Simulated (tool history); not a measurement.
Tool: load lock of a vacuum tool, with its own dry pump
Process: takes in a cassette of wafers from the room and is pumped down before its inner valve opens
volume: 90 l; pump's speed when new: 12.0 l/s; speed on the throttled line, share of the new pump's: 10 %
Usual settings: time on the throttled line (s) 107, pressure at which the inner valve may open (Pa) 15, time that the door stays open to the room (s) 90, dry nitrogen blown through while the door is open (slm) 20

run	hour	time on the throttled line (s)	pressure at which the inner valve may open (Pa)	time that the door stays open to the room (s)	dry nitrogen blown through while the door is open (slm)	incoming humidity of the room's air, %	time from the closed door until the inner valve may open (s)	rise of the pressure with all valves shut (Pa/min)
1	0.0	107	15	90	20	44.7	162.9	0.048
2	87.7	107	15	90	20	42.6	162.9	0.047
3	150.3	198	15	90	20	43.2	245.3	0.051
4	191.2	136	15	90	20	47.3	189.2	0.052
5	240.0	136	15	90	20	46.0	189.4	0.058
6	277.8	136	15	90	20	45.9	189.5	0.057
7	336.1	107	15	90	20	45.3	162.7	0.053
8	411.6	107	15	90	20	45.8	163.2	0.049
9	483.3	107	15	90	20	46.7	163.4	0.065
10	540.0	107	15	90	20	43.0	163.5	0.061
11	602.4	107	15	90	20	47.9	163.4	0.060
12	664.6	107	15	90	20	46.1	163.5	0.072
13	731.2	107	23	90	20	43.4	159.8	0.068
14	820.0	107	23	90	20	44.8	160.0	0.073
15	874.0	107	15	228	20	45.8	162.8	0.073
16	955.5	107	15	228	20	41.4	163.4	0.074
17	1040.0	107	15	228	20	48.0	163.4	0.078
18	1112.7	107	15	90	20	43.2	163.7	0.083
19	1182.1	104	26	29	7	43.3	156.0	0.078
20	1240.5	151	13	90	26	46.1	203.8	0.083
21	1279.3	107	26	90	20	42.9	158.9	0.086
22	1372.9	107	26	90	20	44.5	159.0	0.090
23	1459.6	159	15	90	20	45.8	209.8	0.088
24	1520.8	68	27	74	20	47.4	124.1	0.088
25	1607.3	107	12	113	33	49.1	165.3	0.094
26	1652.5	132	12	29	19	46.4	188.4	0.094
27	1711.8	132	12	29	19	43.5	187.9	0.092
28	1795.5	132	12	29	19	45.0	187.7	0.091
29	1886.5	132	12	29	19	39.5	187.7	0.096
30	1969.1	107	17	35	10	44.6	162.4	0.106
31	2037.1	69	13	48	7	48.7	130.8	0.109
32	2086.1	99	25	85	7	42.1	152.6	0.117
33	2177.6	107	15	90	41	45.9	163.6	0.106
34	2229.6	67	20	51	6	48.1	125.8	0.121
35	2282.7	154	10	163	11	45.2	209.4	0.121
36	2374.7	170	24	90	7	45.4	216.6	0.121

Some steps in time from the closed door until the inner valve may open (s) between neighbouring runs. How much of each would the tool show without its hidden state too (settings, what came in, random variation), and how much is left for the hidden state, with any gauge scatter that isn't in both results?
The hidden state here: pump's speed, % of a new pump's; leak at the door's seal, Pa l/s; drift of the gauge itself on ready_s, %; drift of the gauge itself on rise_pa_min, %.
Run 2 -> 3: time on the throttled line (s) 107 -> 198. time from the closed door until the inner valve may open (s) +82.4: hidden state -0.2, all else +82.6.
Run 19 -> 20: time on the throttled line (s) 104 -> 151, pressure at which the inner valve may open (Pa) 26 -> 13, time that the door stays open to the room (s) 29 -> 90, dry nitrogen blown through while the door is open (slm) 7 -> 26. time from the closed door until the inner valve may open (s) +47.8: hidden state -0.2, all else +48.0.
Run 23 -> 24: time on the throttled line (s) 159 -> 68, pressure at which the inner valve may open (Pa) 15 -> 27, time that the door stays open to the room (s) 90 -> 74. time from the closed door until the inner valve may open (s) -85.7: hidden state +0.2, all else -85.9.
Run 34 -> 35: time on the throttled line (s) 67 -> 154, pressure at which the inner valve may open (Pa) 20 -> 10, time that the door stays open to the room (s) 51 -> 163, dry nitrogen blown through while the door is open (slm) 6 -> 11. time from the closed door until the inner valve may open (s) +83.6: hidden state -0.1, all else +83.7.
Run 35 -> 36: time on the throttled line (s) 154 -> 170, pressure at which the inner valve may open (Pa) 10 -> 24, time that the door stays open to the room (s) 163 -> 90, dry nitrogen blown through while the door is open (slm) 11 -> 7. time from the closed door until the inner valve may open (s) +7.2: hidden state -0.3, all else +7.5.
